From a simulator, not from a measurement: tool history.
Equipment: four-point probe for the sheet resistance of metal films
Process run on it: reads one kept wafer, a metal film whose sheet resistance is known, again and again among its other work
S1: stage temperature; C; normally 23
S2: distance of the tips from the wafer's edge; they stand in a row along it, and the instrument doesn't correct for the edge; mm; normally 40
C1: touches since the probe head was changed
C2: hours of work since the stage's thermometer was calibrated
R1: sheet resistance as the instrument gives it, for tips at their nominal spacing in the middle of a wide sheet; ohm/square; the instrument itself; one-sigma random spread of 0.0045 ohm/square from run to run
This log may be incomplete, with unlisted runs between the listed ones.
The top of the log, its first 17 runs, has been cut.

run 18 day=13.362 | S1=26 S2=40 | C1=81886 C2=449 | R1=22.486026
run 19 day=14.221 | S1=33 S2=70 | C1=83307 C2=466 | R1=22.312615
run 20 day=15.075 | S1=29 S2=40 | C1=84725 C2=482 | R1=22.413497
run 21 day=15.933 | S1=29 S2=40 | C1=86144 C2=498 | R1=22.413108
run 22 day=16.708 | S1=34 S2=40 | C1=87428 C2=513 | R1=22.287917
run 23 day=17.208 | S1=20 S2=27 | C1=88263 C2=522 | R1=22.662580
run 24 day=17.975 | S1=20 S2=27 | C1=89532 C2=537 | R1=22.658613
run 25 day=18.654 | S1=24 S2=20 | C1=90653 C2=550 | R1=22.559669
-- day=19.529 new probe head fitted
run 26 day=19.529 | S1=25 S2=13 | C1=0 C2=565 | R1=22.578621
run 27 day=20.342 | S1=23 S2=17 | C1=1348 C2=581 | R1=22.599452
run 28 day=20.946 | S1=24 S2=7 | C1=2346 C2=592 | R1=22.770159
run 29 day=21.838 | S1=32 S2=48 | C1=3824 C2=609 | R1=22.335774
run 30 day=22.708 | S1=32 S2=48 | C1=5275 C2=626 | R1=22.331004
run 31 day=23.267 | S1=19 S2=53 | C1=6196 C2=636 | R1=22.674965
run 32 day=24.133 | S1=30 S2=26 | C1=7633 C2=653 | R1=22.392477
run 33 day=24.712 | S1=19 S2=40 | C1=8591 C2=664 | R1=22.672333

Here are 4 independent what-if runs from the current tool condition. What would each one return?
run A day=25.500 | S1=23 S2=12 | C1=9900 C2=679 | R1=?
run B day=25.500 | S1=20 S2=57 | C1=9900 C2=679 | R1=?
run C day=25.500 | S1=33 S2=5 | C1=9900 C2=679 | R1=?
run D day=25.500 | S1=22 S2=40 | C1=9900 C2=679 | R1=?

run=A R1=22.642934
run=B R1=22.643155
run=C R1=22.769654
run=D R1=22.594135
Take away the tool's hidden state, keep each run's random variation, and the runs would have read:
run=A R1=22.643182
run=B R1=22.643402
run=C R1=22.769907
run=D R1=22.594382
